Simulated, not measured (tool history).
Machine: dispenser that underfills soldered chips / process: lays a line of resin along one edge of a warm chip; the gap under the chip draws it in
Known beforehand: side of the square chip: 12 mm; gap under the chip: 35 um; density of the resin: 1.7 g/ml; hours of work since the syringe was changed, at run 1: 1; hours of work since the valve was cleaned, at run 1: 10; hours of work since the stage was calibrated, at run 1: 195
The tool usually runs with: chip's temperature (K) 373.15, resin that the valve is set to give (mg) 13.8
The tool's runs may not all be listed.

run	day	chip's temperature (K)	resin that the valve is set to give (mg)	hours of work since the syringe was changed	hours of work since the valve was cleaned	hours of work since the stage was calibrated	time until the resin shows at the far edge (s)	resin that the valve gave (mg)
1	0.000	373.15	13.8	1	10	195	130.8	13.77
2	0.375	373.15	13.8	7	16	201	173.9	13.66
# day 0.512: new syringe of resin
3	0.688	386.15	13.8	3	21	206	100.1	13.70
4	0.979	373.15	13.8	8	26	211	179.6	13.74
# day 1.071: new syringe of resin
5	1.200	373.15	13.8	2	29	215	137.4	13.60
6	1.492	381.15	13.8	7	34	220	133.6	13.69
# day 1.621: new syringe of resin
7	1.821	373.15	13.8	3	39	225	145.7	13.57
8	2.012	373.15	13.8	7	43	228	169.8	13.53
# day 2.188: new syringe of resin
9	2.304	373.15	13.2	2	47	233	136.1	12.95
10	2.475	373.15	13.2	5	50	236	158.4	12.91
# day 2.738: new syringe of resin
11	2.779	361.15	13.8	1	55	241	183.6	13.50
12	3.083	361.15	13.8	6	60	246	232.4	13.40
13	3.242	361.15	13.8	8	63	248	261.0	13.41
# day 3.283: new syringe of resin
14	3.550	373.15	13.8	4	68	253	157.0	13.39
# day 3.833: new syringe of resin
15	3.888	373.15	13.8	1	73	259	130.3	13.37
16	4.138	373.15	13.8	5	77	263	161.5	13.34
# day 4.383: new syringe of resin
17	4.442	381.15	13.8	1	82	268	104.0	13.34
18	4.671	381.15	13.5	5	86	272	124.8	13.05
19	4.821	381.15	13.5	7	89	274	141.8	12.95
# day 4.942: new syringe of resin
20	4.996	361.15	13.5	1	91	277	186.7	12.92
21	5.338	370.15	17.2	7	97	282	179.4	16.48
# day 5.483: new syringe of resin
22	5.500	369.15	17.5	0	100	285	138.8	16.82
# day 5.662: dispensing valve cleaned and set on the balance
23	5.896	378.15	17.5	6	4	291	142.4	17.58
# day 6.079: new syringe of resin
24	6.200	378.15	17.5	2	9	296	117.4	17.46
25	6.483	378.15	15.6	7	14	301	149.4	15.46
# day 6.633: new syringe of resin
26	6.850	364.15	15.3	4	19	306	192.2	15.18
# day 7.179: new syringe of resin
27	7.179	364.15	15.3	0	25	312	159.3	15.25
28	7.546	365.15	14.9	6	31	318	205.1	14.72
# day 7.729: new syringe of resin
29	7.729	365.15	14.9	0	34	321	156.9	14.79
30	7.925	382.15	13.8	3	37	324	112.5	13.62
31	8.112	382.15	17.4	6	40	327	129.8	17.12
# day 8.288: new syringe of resin
32	8.496	369.15	13.8	3	46	333	165.5	13.64
33	8.817	373.15	12.2	9	52	339	196.6	11.92
# day 8.850: new syringe of resin
34	9.004	373.15	12.2	3	55	342	143.4	11.94
35	9.321	362.15	13.3	8	60	347	261.8	12.97

Some steps in time until the resin shows at the far edge (s) between neighbouring runs. How much of each would the tool show without its hidden state too (settings, what came in, random variation), and how much is left for the hidden state, with any gauge scatter that isn't in both results?
Hidden state at play: resin's viscosity, % of fresh resin's; dose that the valve gives, % of what is set; true chip temperature over the reading, C; drift of the gauge itself on fill_s, %; drift of the gauge itself on given_mg, %.
Run 3 -> 4: chip's temperature (K) 386.15 -> 373.15. time until the resin shows at the far edge (s) +79.5: hidden state +43.0, all else +36.5.
Run 13 -> 14: chip's temperature (K) 361.15 -> 373.15, new syringe of resin. time until the resin shows at the far edge (s) -104.0: hidden state -53.3, all else -50.7.
Run 27 -> 28: chip's temperature (K) 364.15 -> 365.15, resin that the valve is set to give (mg) 15.3 -> 14.9. time until the resin shows at the far edge (s) +45.8: hidden state +51.5, all else -5.7.
Run 34 -> 35: chip's temperature (K) 373.15 -> 362.15, resin that the valve is set to give (mg) 12.2 -> 13.3. time until the resin shows at the far edge (s) +118.4: hidden state +66.7, all else +51.7.
